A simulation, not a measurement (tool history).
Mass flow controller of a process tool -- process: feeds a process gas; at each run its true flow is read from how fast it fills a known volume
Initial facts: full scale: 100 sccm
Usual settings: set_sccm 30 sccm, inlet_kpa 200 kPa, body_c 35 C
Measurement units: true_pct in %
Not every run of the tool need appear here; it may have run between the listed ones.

run,hour,set_sccm,inlet_kpa,body_c,true_pct
1,0.0,30,200,35,97.60
2,178.4,30,200,35,97.58
3,343.1,30,200,23,98.69
4,552.6,30,200,23,98.61
5,741.4,30,200,23,98.59
6,924.7,13,200,35,95.49
7,1128.2,13,200,35,95.36
8,1255.9,13,200,35,95.29
9,1448.0,13,189,35,95.22
10,1654.4,13,189,35,95.05
11,1804.2,56,189,20,99.80
12,2015.3,66,160,35,98.60
13,2189.3,19,160,26,96.88
14,2407.7,13,225,28,95.85
15,2534.5,13,225,28,95.64
16,2734.3,33,223,38,97.36
17,2954.3,33,223,38,97.41
18,3094.5,33,223,38,97.44
19,3205.3,32,200,35,97.53

Alternative continuations, all from the tool just after run 19; predict every row:
A,3339.2,14,172,35,?
B,3339.2,32,205,29,?
C,3339.2,32,174,35,?
D,3339.2,14,154,21,?

run,true_pct
A,94.72
B,97.99
C,97.31
D,95.87
With the hidden condition removed and each run's random variation left untouched, the same runs would have given:
run,true_pct
A,97.55
B,98.54
C,97.86
D,98.70

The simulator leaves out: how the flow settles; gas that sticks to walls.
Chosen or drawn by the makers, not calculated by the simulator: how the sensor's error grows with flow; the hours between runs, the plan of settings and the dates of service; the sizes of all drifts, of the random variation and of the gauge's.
